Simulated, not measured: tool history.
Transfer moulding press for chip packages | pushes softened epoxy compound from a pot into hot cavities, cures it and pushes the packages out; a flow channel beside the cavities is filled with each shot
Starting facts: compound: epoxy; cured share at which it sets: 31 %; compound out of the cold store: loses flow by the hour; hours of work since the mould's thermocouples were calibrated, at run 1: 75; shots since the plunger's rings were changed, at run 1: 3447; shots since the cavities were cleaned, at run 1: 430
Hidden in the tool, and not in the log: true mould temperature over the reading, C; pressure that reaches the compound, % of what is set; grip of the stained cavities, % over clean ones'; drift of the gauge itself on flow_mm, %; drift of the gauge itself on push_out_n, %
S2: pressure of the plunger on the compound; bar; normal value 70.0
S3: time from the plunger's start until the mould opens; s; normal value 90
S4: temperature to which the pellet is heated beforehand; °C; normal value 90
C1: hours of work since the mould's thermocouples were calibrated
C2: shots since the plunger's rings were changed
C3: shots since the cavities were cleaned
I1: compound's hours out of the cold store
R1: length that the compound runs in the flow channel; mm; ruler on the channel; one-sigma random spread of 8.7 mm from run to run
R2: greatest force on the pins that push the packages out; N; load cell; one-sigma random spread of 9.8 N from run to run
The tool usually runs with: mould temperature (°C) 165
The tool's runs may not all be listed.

{"run": 1, "hour": 0.0, "mould temperature (°C)": 165, "S2": 70.0, "S3": 90, "S4": 90, "C1": 75, "C2": 3447, "C3": 430, "I1": 42.1, "R1": 939, "R2": 425}
{"run": 2, "hour": 11.7, "mould temperature (°C)": 165, "S2": 70.0, "S3": 90, "S4": 90, "C1": 83, "C2": 3591, "C3": 574, "I1": 15.8, "R1": 1017, "R2": 460}
{"run": 3, "hour": 21.7, "mould temperature (°C)": 168, "S2": 70.0, "S3": 90, "S4": 90, "C1": 90, "C2": 3716, "C3": 699, "I1": 16.0, "R1": 990, "R2": 392}
{"hour": 28.4, "done": "cavities cleaned with cleaning compound and waxed"}
{"run": 4, "hour": 42.7, "mould temperature (°C)": 168, "S2": 70.0, "S3": 90, "S4": 90, "C1": 103, "C2": 3956, "C3": 177, "I1": 11.6, "R1": 1002, "R2": 400}
{"run": 5, "hour": 56.2, "mould temperature (°C)": 165, "S2": 63.0, "S3": 90, "S4": 90, "C1": 112, "C2": 4123, "C3": 344, "I1": 30.6, "R1": 916, "R2": 441}
{"run": 6, "hour": 74.1, "mould temperature (°C)": 165, "S2": 70.0, "S3": 90, "S4": 90, "C1": 124, "C2": 4344, "C3": 565, "I1": 44.9, "R1": 936, "R2": 440}
{"run": 7, "hour": 82.0, "mould temperature (°C)": 165, "S2": 70.0, "S3": 90, "S4": 81, "C1": 129, "C2": 4441, "C3": 662, "I1": 27.9, "R1": 991, "R2": 461}
{"hour": 92.2, "done": "cavities cleaned with cleaning compound and waxed"}
{"run": 8, "hour": 96.1, "mould temperature (°C)": 165, "S2": 86.4, "S3": 90, "S4": 81, "C1": 138, "C2": 4597, "C3": 49, "I1": 16.2, "R1": 1124, "R2": 474}
{"run": 9, "hour": 113.5, "mould temperature (°C)": 165, "S2": 70.0, "S3": 90, "S4": 90, "C1": 150, "C2": 4812, "C3": 264, "I1": 17.5, "R1": 999, "R2": 444}
{"hour": 120.8, "done": "plunger's sealing rings changed"}
{"run": 10, "hour": 126.7, "mould temperature (°C)": 165, "S2": 70.0, "S3": 90, "S4": 90, "C1": 157, "C2": 73, "C3": 396, "I1": 21.0, "R1": 993, "R2": 462}
{"run": 11, "hour": 139.6, "mould temperature (°C)": 165, "S2": 70.0, "S3": 90, "S4": 90, "C1": 166, "C2": 233, "C3": 556, "I1": 47.1, "R1": 916, "R2": 430}
{"hour": 157.6, "done": "cavities cleaned with cleaning compound and waxed"}
{"run": 12, "hour": 160.6, "mould temperature (°C)": 165, "S2": 70.0, "S3": 90, "S4": 89, "C1": 179, "C2": 473, "C3": 36, "I1": 41.6, "R1": 952, "R2": 433}
{"run": 13, "hour": 170.2, "mould temperature (°C)": 165, "S2": 70.0, "S3": 90, "S4": 90, "C1": 185, "C2": 593, "C3": 156, "I1": 19.2, "R1": 1000, "R2": 447}
{"run": 14, "hour": 184.1, "mould temperature (°C)": 163, "S2": 70.0, "S3": 90, "S4": 90, "C1": 195, "C2": 764, "C3": 327, "I1": 11.2, "R1": 1019, "R2": 527}
{"run": 15, "hour": 192.9, "mould temperature (°C)": 165, "S2": 79.3, "S3": 80, "S4": 90, "C1": 201, "C2": 872, "C3": 435, "I1": 15.0, "R1": 1100, "R2": 609}
{"run": 16, "hour": 206.1, "mould temperature (°C)": 157, "S2": 74.1, "S3": 128, "S4": 100, "C1": 209, "C2": 1036, "C3": 599, "I1": 8.4, "R1": 1095, "R2": 373}
{"run": 17, "hour": 215.1, "mould temperature (°C)": 157, "S2": 74.1, "S3": 128, "S4": 100, "C1": 216, "C2": 1147, "C3": 710, "I1": 37.6, "R1": 995, "R2": 368}
{"hour": 220.7, "done": "cavities cleaned with cleaning compound and waxed"}
{"run": 18, "hour": 233.9, "mould temperature (°C)": 165, "S2": 63.2, "S3": 90, "S4": 90, "C1": 227, "C2": 1361, "C3": 164, "I1": 24.4, "R1": 925, "R2": 444}
{"run": 19, "hour": 252.5, "mould temperature (°C)": 165, "S2": 63.2, "S3": 90, "S4": 90, "C1": 240, "C2": 1590, "C3": 393, "I1": 12.0, "R1": 976, "R2": 447}
{"run": 20, "hour": 263.5, "mould temperature (°C)": 165, "S2": 66.0, "S3": 73, "S4": 90, "C1": 247, "C2": 1726, "C3": 529, "I1": 37.9, "R1": 923, "R2": 739}
{"run": 21, "hour": 271.8, "mould temperature (°C)": 165, "S2": 66.0, "S3": 73, "S4": 90, "C1": 253, "C2": 1829, "C3": 632, "I1": 21.5, "R1": 967, "R2": 743}
{"hour": 283.7, "done": "cavities cleaned with cleaning compound and waxed"}
{"run": 22, "hour": 290.3, "mould temperature (°C)": 165, "S2": 66.0, "S3": 73, "S4": 90, "C1": 264, "C2": 2038, "C3": 81, "I1": 24.5, "R1": 961, "R2": 718}
{"run": 23, "hour": 309.3, "mould temperature (°C)": 165, "S2": 66.0, "S3": 73, "S4": 85, "C1": 277, "C2": 2273, "C3": 316, "I1": 27.9, "R1": 959, "R2": 773}
{"run": 24, "hour": 326.7, "mould temperature (°C)": 162, "S2": 57.6, "S3": 100, "S4": 90, "C1": 289, "C2": 2488, "C3": 531, "I1": 13.5, "R1": 935, "R2": 436}

For run 25, what comes out?
{"run": 25, "hour": 341.4, "mould temperature (°C)": 165, "S2": 61.0, "S3": 90, "S4": 97, "C1": 299, "C2": 2669, "C3": 712, "I1": 34.7, "R1": "?", "R2": "?"}

R1: 905 mm
R2: 408 N
Minus the tool's unlogged condition, the same run would have read R1 906 mm, R2 403 N.

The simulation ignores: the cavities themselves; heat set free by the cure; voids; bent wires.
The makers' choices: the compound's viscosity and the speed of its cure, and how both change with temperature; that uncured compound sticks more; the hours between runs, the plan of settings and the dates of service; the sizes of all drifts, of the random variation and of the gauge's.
